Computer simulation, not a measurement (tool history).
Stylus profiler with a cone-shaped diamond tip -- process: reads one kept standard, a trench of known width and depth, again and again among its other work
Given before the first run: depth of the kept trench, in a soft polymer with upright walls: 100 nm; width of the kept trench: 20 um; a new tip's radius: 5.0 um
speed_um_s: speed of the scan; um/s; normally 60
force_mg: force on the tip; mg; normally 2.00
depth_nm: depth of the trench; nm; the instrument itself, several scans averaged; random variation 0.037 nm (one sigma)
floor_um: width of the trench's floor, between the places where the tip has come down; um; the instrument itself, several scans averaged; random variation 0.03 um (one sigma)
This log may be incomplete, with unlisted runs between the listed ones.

run,hour,speed_um_s,force_mg,depth_nm,floor_um
1,0.0,60,2.00,100.34,17.58
2,30.8,60,2.00,100.26,17.51
3,57.5,89,2.00,100.24,17.39
4,78.7,60,0.99,100.13,17.38
5,109.1,36,2.00,100.31,17.58
6,146.3,36,2.00,100.21,17.65
7,182.3,36,2.00,100.31,17.56
8,202.5,69,2.00,100.26,17.42
9,225.3,60,1.47,100.14,17.41
10,242.0,60,1.47,100.15,17.44
11,276.9,60,1.47,100.12,17.39
12,300.5,60,1.33,100.09,17.41
13,320.6,60,4.06,100.55,17.49
14,340.7,60,4.06,100.51,17.47
15,366.5,60,4.06,100.55,17.41
16,384.0,60,4.06,100.53,17.48
17,406.2,60,1.56,100.15,17.36
18,442.2,60,1.56,100.14,17.34
19,480.9,60,1.56,100.09,17.32
20,504.4,90,2.00,100.05,17.22
21,524.2,90,2.00,100.08,17.16
22,540.9,90,2.00,100.06,17.19
23,568.8,60,5.14,100.51,17.44
24,594.4,19,2.00,100.04,17.51
25,632.4,38,2.00,100.03,17.39
26,653.0,23,2.06,100.00,17.42
27,688.2,23,2.06,100.09,17.50
28,723.7,96,0.98,100.30,16.88
29,744.7,33,1.64,100.41,17.36
30,767.3,131,2.00,100.54,16.98
31,787.4,131,3.37,100.70,17.10
32,823.3,32,0.76,100.25,17.29
33,846.8,31,1.17,100.33,17.28
34,876.3,75,5.60,100.94,17.26
35,900.9,122,1.55,100.37,16.82
36,940.0,122,1.55,100.34,16.85
37,957.6,129,0.84,100.26,16.51
38,977.5,15,4.84,100.80,17.45
39,1015.5,104,2.79,100.51,17.05
40,1048.9,206,3.84,100.68,16.73
41,1086.2,19,1.27,100.26,17.28
42,1115.4,19,1.27,100.20,17.33
43,1147.3,90,1.31,100.23,16.89
44,1164.1,90,1.31,100.23,16.89
45,1200.0,90,1.31,100.24,16.88
46,1238.2,104,0.92,100.08,16.68

Not shown: 2 entries that the log had between the listed runs. Between which runs, and how does the tool's hidden state differ before and after?
Run 19 -> run 20: height scale calibrated on a step standard (hour 484.9)
  radius of the tip, um: 7.13 -> 7.19; height scale over the true one, %: -0.342 -> -0.456
  measured result minus the result with no hidden state, depth_nm: -0.35 -> -0.46 nm; floor_um: -0.39 -> -0.40 um
Run 27 -> run 28: height scale calibrated on a step standard, once more (hour 718.2)
  radius of the tip, um: 7.61 -> 7.69; height scale over the true one, %: -0.512 -> -0.03
  measured result minus the result with no hidden state, depth_nm: -0.51 -> -0.03 nm; floor_um: -0.47 -> -0.49 um
